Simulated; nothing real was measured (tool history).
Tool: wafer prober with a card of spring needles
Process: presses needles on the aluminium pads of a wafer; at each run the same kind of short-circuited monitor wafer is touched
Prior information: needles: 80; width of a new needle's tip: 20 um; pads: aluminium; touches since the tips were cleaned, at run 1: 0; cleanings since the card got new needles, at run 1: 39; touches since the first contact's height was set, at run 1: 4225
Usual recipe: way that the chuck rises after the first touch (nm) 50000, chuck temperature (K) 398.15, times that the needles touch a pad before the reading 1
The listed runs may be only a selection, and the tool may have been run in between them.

run,day,way that the chuck rises after the first touch (nm),chuck temperature (K),times that the needles touch a pad before the reading,touches since the tips were cleaned,cleanings since the card got new needles,touches since the first contact's height was set,resistance of one needle with its contact and lead (mohm),way that a needle slides on the pad (nm)
1,0,50000,398.15,1,0,39,4225,262,12360
# day 0.496: tips cleaned on abrasive film
2,0.8,50000,398.15,1,2527,40,10805,259,12340
# day 0.954: tips cleaned on abrasive film
# day 1.429: tips cleaned on abrasive film
3,1.733,48000,398.15,1,2516,42,18471,261,11860
# day 1.929: tips cleaned on abrasive film
# day 2.412: tips cleaned on abrasive film
4,2.512,48000,398.15,1,820,44,24828,261,11860
# day 2.858: tips cleaned on abrasive film
5,3.175,50000,398.15,1,2632,45,30296,261,12360
# day 3.283: tips cleaned on abrasive film
# day 3.75: tips cleaned on abrasive film
# day 4.242: tips cleaned on abrasive film
6,4.25,50000,398.15,2,65,48,39082,259,12390
# day 4.679: tips cleaned on abrasive film
# day 5.162: tips cleaned on abrasive film
7,5.525,60000,398.15,1,2992,50,49542,256,14910
# day 5.588: tips cleaned on abrasive film
# day 6.079: tips cleaned on abrasive film
# day 6.542: tips cleaned on abrasive film
8,6.542,60000,398.15,1,0,53,57875,257,14850
# day 6.983: tips cleaned on abrasive film
9,7.171,50000,398.15,1,1559,54,63037,261,12360
# day 7.458: tips cleaned on abrasive film
10,7.829,50000,398.15,1,3071,55,68445,261,12370
# day 7.938: tips cleaned on abrasive film
# day 8.388: tips cleaned on abrasive film
# day 8.721: height of the first contact set anew
11,8.767,50000,398.15,1,3037,57,367,261,12400
# day 8.875: tips cleaned on abrasive film
# day 9.329: tips cleaned on abrasive film
# day 9.783: tips cleaned on abrasive film
12,10.133,50000,398.15,1,2893,60,11579,263,12420
# day 10.242: tips cleaned on abrasive film
# day 10.671: tips cleaned on abrasive film
# day 11.104: tips cleaned on abrasive film
13,11.438,50000,398.15,1,2784,63,22279,261,12400
# day 11.546: tips cleaned on abrasive film
# day 12.067: tips cleaned on abrasive film
14,12.254,50000,398.15,1,1543,65,28945,259,12450
# day 12.533: tips cleaned on abrasive film
# day 12.954: tips cleaned on abrasive film
15,13.096,50000,398.15,1,1176,67,35860,261,12430
# day 13.429: tips cleaned on abrasive film
# day 13.925: tips cleaned on abrasive film
# day 14.342: tips cleaned on abrasive film
16,14.379,34000,378.15,1,317,70,46382,268,8470
# day 14.817: tips cleaned on abrasive film
# day 15.321: tips cleaned on abrasive film
17,15.721,53000,323.15,1,3318,72,57404,242,13180
# day 15.829: tips cleaned on abrasive film
# day 16.258: tips cleaned on abrasive film
# day 16.708: tips cleaned on abrasive film
18,16.708,37000,389.15,2,0,75,65467,266,9220
# day 17.192: tips cleaned on abrasive film
19,17.317,33000,300.15,2,1021,76,70459,241,8250
# day 17.625: tips cleaned on abrasive film
# day 17.946: height of the first contact set anew
20,17.971,43000,320.15,1,2753,77,209,242,10710
# day 18.154: tips cleaned on abrasive film
# day 18.617: tips cleaned on abrasive film
21,18.862,50000,398.15,1,2040,79,7523,261,12470
# day 19.05: tips cleaned on abrasive film
# day 19.475: tips cleaned on abrasive film
# day 19.954: tips cleaned on abrasive film
22,20.121,50000,398.15,1,1363,82,17799,260,12480
# day 20.421: tips cleaned on abrasive film
# day 20.896: tips cleaned on abrasive film
# day 21.333: tips cleaned on abrasive film
23,21.442,50000,398.15,1,897,85,28646,258,12550
# day 21.783: tips cleaned on abrasive film
# day 22.242: tips cleaned on abrasive film
24,22.242,40000,331.15,1,0,87,35203,247,9980
# day 22.712: tips cleaned on abrasive film
25,22.988,33000,314.15,1,2256,88,41315,249,8290
# day 23.158: tips cleaned on abrasive film
# day 23.638: tips cleaned on abrasive film
26,23.821,55000,336.15,2,1514,90,48143,248,13790
# day 24.112: tips cleaned on abrasive film
# day 24.575: tips cleaned on abrasive film
# day 25.071: tips cleaned on abrasive film
27,25.142,45000,301.15,1,591,93,58965,240,11290
# day 25.546: tips cleaned on abrasive film
# day 25.65: gauge calibrated
# day 26.025: tips cleaned on abrasive film
28,26.025,45000,327.15,1,0,95,66231,245,11150
# day 26.45: tips cleaned on abrasive film
# day 26.896: tips cleaned on abrasive film
# day 27.179: height of the first contact set anew
# day 27.342: tips cleaned on abrasive film
29,27.375,45000,327.15,1,274,98,1598,243,11130
# day 27.829: tips cleaned on abrasive film
30,27.988,45000,327.15,1,1338,99,6645,242,11120

What differs in the tool's unlogged condition from the final listed run ahead of each entry between runs to the first listed run following it?
Run 1 -> run 2: tips cleaned on abrasive film (day 0.496)
  debris on the tips, nm: 0 -> 0.3; drift of the gauge itself on scrub_um, %: 0 -> 0.05
  what was measured, less what the result would be without the hidden state, way that a needle slides on the pad (nm): +0 -> +10
Run 2 -> run 3: tips cleaned on abrasive film (day 0.954); tips cleaned on abrasive film (day 1.429)
  drift of the gauge itself on scrub_um, %: 0.05 -> 0.12
  what was measured, less what the result would be without the hidden state, way that a needle slides on the pad (nm): +10 -> +10
Run 3 -> run 4: tips cleaned on abrasive film (day 1.929); tips cleaned on abrasive film (day 2.412)
  debris on the tips, nm: 0.3 -> 0.2; drift of the gauge itself on scrub_um, %: 0.12 -> 0.17
  what was measured, less what the result would be without the hidden state, way that a needle slides on the pad (nm): +10 -> +20
Run 4 -> run 5: tips cleaned on abrasive film (day 2.858)
  debris on the tips, nm: 0.2 -> 0.3; drift of the gauge itself on scrub_um, %: 0.17 -> 0.22
  what was measured, less what the result would be without the hidden state, way that a needle slides on the pad (nm): +20 -> +30
Run 5 -> run 6: tips cleaned on abrasive film (day 3.283); tips cleaned on abrasive film (day 3.75); tips cleaned on abrasive film (day 4.242)
  debris on the tips, nm: 0.3 -> 0; drift of the gauge itself on scrub_um, %: 0.22 -> 0.29
  what was measured, less what the result would be without the hidden state, way that a needle slides on the pad (nm): +30 -> +30
Run 6 -> run 7: tips cleaned on abrasive film (day 4.679); tips cleaned on abrasive film (day 5.162)
  debris on the tips, nm: 0 -> 0.3; drift of the gauge itself on scrub_um, %: 0.29 -> 0.38
  what was measured, less what the result would be without the hidden state, way that a needle slides on the pad (nm): +30 -> +60
Run 7 -> run 8: tips cleaned on abrasive film (day 5.588); tips cleaned on abrasive film (day 6.079); tips cleaned on abrasive film (day 6.542)
  debris on the tips, nm: 0.3 -> 0; drift of the gauge itself on scrub_um, %: 0.38 -> 0.45
  what was measured, less what the result would be without the hidden state, way that a needle slides on the pad (nm): +60 -> +70
Run 8 -> run 9: tips cleaned on abrasive film (day 6.983)
  debris on the tips, nm: 0 -> 0.2; drift of the gauge itself on scrub_um, %: 0.45 -> 0.49
  what was measured, less what the result would be without the hidden state, way that a needle slides on the pad (nm): +70 -> +50
Run 9 -> run 10: tips cleaned on abrasive film (day 7.458)
  debris on the tips, nm: 0.2 -> 0.3; drift of the gauge itself on scrub_um, %: 0.49 -> 0.53
  what was measured, less what the result would be without the hidden state, way that a needle slides on the pad (nm): +50 -> +60
Run 10 -> run 11: tips cleaned on abrasive film (day 7.938); tips cleaned on abrasive film (day 8.388); height of the first contact set anew (day 8.721)
  drift of the gauge itself on scrub_um, %: 0.53 -> 0.6
  what was measured, less what the result would be without the hidden state, way that a needle slides on the pad (nm): +60 -> +80
Run 11 -> run 12: tips cleaned on abrasive film (day 8.875); tips cleaned on abrasive film (day 9.329); tips cleaned on abrasive film (day 9.783)
  drift of the gauge itself on scrub_um, %: 0.6 -> 0.69
  what was measured, less what the result would be without the hidden state, way that a needle slides on the pad (nm): +80 -> +80
Run 12 -> run 13: tips cleaned on abrasive film (day 10.242); tips cleaned on abrasive film (day 10.671); tips cleaned on abrasive film (day 11.104)
  drift of the gauge itself on scrub_um, %: 0.69 -> 0.78
  what was measured, less what the result would be without the hidden state, way that a needle slides on the pad (nm): +80 -> +90
Run 13 -> run 14: tips cleaned on abrasive film (day 11.546); tips cleaned on abrasive film (day 12.067)
  debris on the tips, nm: 0.3 -> 0.2; drift of the gauge itself on scrub_um, %: 0.78 -> 0.83
  what was measured, less what the result would be without the hidden state, way that a needle slides on the pad (nm): +90 -> +100
Run 14 -> run 15: tips cleaned on abrasive film (day 12.533); tips cleaned on abrasive film (day 12.954)
  drift of the gauge itself on scrub_um, %: 0.83 -> 0.89
  what was measured, less what the result would be without the hidden state, way that a needle slides on the pad (nm): +100 -> +110
Run 15 -> run 16: tips cleaned on abrasive film (day 13.429); tips cleaned on abrasive film (day 13.925); tips cleaned on abrasive film (day 14.342)
  debris on the tips, nm: 0.2 -> 0.1; drift of the gauge itself on scrub_um, %: 0.89 -> 0.98
  what was measured, less what the result would be without the hidden state, way that a needle slides on the pad (nm): +110 -> +80
Run 16 -> run 17: tips cleaned on abrasive film (day 14.817); tips cleaned on abrasive film (day 15.321)
  debris on the tips, nm: 0.1 -> 0.3; drift of the gauge itself on scrub_um, %: 0.98 -> 1.07
  what was measured, less what the result would be without the hidden state, way that a needle slides on the pad (nm): +80 -> +130
Run 17 -> run 18: tips cleaned on abrasive film (day 15.829); tips cleaned on abrasive film (day 16.258); tips cleaned on abrasive film (day 16.708)
  debris on the tips, nm: 0.3 -> 0; drift of the gauge itself on scrub_um, %: 1.07 -> 1.14
  what was measured, less what the result would be without the hidden state, way that a needle slides on the pad (nm): +130 -> +100
Run 18 -> run 19: tips cleaned on abrasive film (day 17.192)
  debris on the tips, nm: 0 -> 0.2; drift of the gauge itself on scrub_um, %: 1.14 -> 1.18
  what was measured, less what the result would be without the hidden state, way that a needle slides on the pad (nm): +100 -> +100
Run 19 -> run 20: tips cleaned on abrasive film (day 17.625); height of the first contact set anew (day 17.946)
  debris on the tips, nm: 0.2 -> 0.3; drift of the gauge itself on scrub_um, %: 1.18 -> 1.22
  what was measured, less what the result would be without the hidden state, way that a needle slides on the pad (nm): +100 -> +130
Run 20 -> run 21: tips cleaned on abrasive film (day 18.154); tips cleaned on abrasive film (day 18.617)
  drift of the gauge itself on scrub_um, %: 1.22 -> 1.28
  what was measured, less what the result would be without the hidden state, way that a needle slides on the pad (nm): +130 -> +150
Run 21 -> run 22: tips cleaned on abrasive film (day 19.05); tips cleaned on abrasive film (day 19.475); tips cleaned on abrasive film (day 19.954)
  debris on the tips, nm: 0.3 -> 0.2; drift of the gauge itself on scrub_um, %: 1.28 -> 1.37
  what was measured, less what the result would be without the hidden state, way that a needle slides on the pad (nm): +150 -> +170
Run 22 -> run 23: tips cleaned on abrasive film (day 20.421); tips cleaned on abrasive film (day 20.896); tips cleaned on abrasive film (day 21.333)
  drift of the gauge itself on scrub_um, %: 1.37 -> 1.46
  what was measured, less what the result would be without the hidden state, way that a needle slides on the pad (nm): +170 -> +180
Run 23 -> run 24: tips cleaned on abrasive film (day 21.783); tips cleaned on abrasive film (day 22.242)
  debris on the tips, nm: 0.2 -> 0; drift of the gauge itself on scrub_um, %: 1.46 -> 1.51
  what was measured, less what the result would be without the hidden state, way that a needle slides on the pad (nm): +180 -> +150
Run 24 -> run 25: tips cleaned on abrasive film (day 22.712)
  debris on the tips, nm: 0 -> 0.3; drift of the gauge itself on scrub_um, %: 1.51 -> 1.56
  what was measured, less what the result would be without the hidden state, way that a needle slides on the pad (nm): +150 -> +130
Run 25 -> run 26: tips cleaned on abrasive film (day 23.158); tips cleaned on abrasive film (day 23.638)
  debris on the tips, nm: 0.3 -> 0.2; drift of the gauge itself on scrub_um, %: 1.56 -> 1.62
  what was measured, less what the result would be without the hidden state, way that a needle slides on the pad (nm): +130 -> +220
Run 26 -> run 27: tips cleaned on abrasive film (day 24.112); tips cleaned on abrasive film (day 24.575); tips cleaned on abrasive film (day 25.071)
  debris on the tips, nm: 0.2 -> 0.1; drift of the gauge itself on scrub_um, %: 1.62 -> 1.71
  what was measured, less what the result would be without the hidden state, way that a needle slides on the pad (nm): +220 -> +190
Run 27 -> run 28: tips cleaned on abrasive film (day 25.546); gauge calibrated (day 25.65); tips cleaned on abrasive film (day 26.025)
  debris on the tips, nm: 0.1 -> 0; drift of the gauge itself on scrub_um, %: 1.71 -> 0.03
  what was measured, less what the result would be without the hidden state, way that a needle slides on the pad (nm): +190 -> +0
Run 28 -> run 29: tips cleaned on abrasive film (day 26.45); tips cleaned on abrasive film (day 26.896); height of the first contact set anew (day 27.179); tips cleaned on abrasive film (day 27.342)
  debris on the tips, nm: 0 -> 0.1; drift of the gauge itself on scrub_um, %: 0.03 -> 0.12
  what was measured, less what the result would be without the hidden state, way that a needle slides on the pad (nm): +0 -> +10
Run 29 -> run 30: tips cleaned on abrasive film (day 27.829)
  debris on the tips, nm: 0.1 -> 0.2; drift of the gauge itself on scrub_um, %: 0.12 -> 0.16
  what was measured, less what the result would be without the hidden state, way that a needle slides on the pad (nm): +10 -> +10
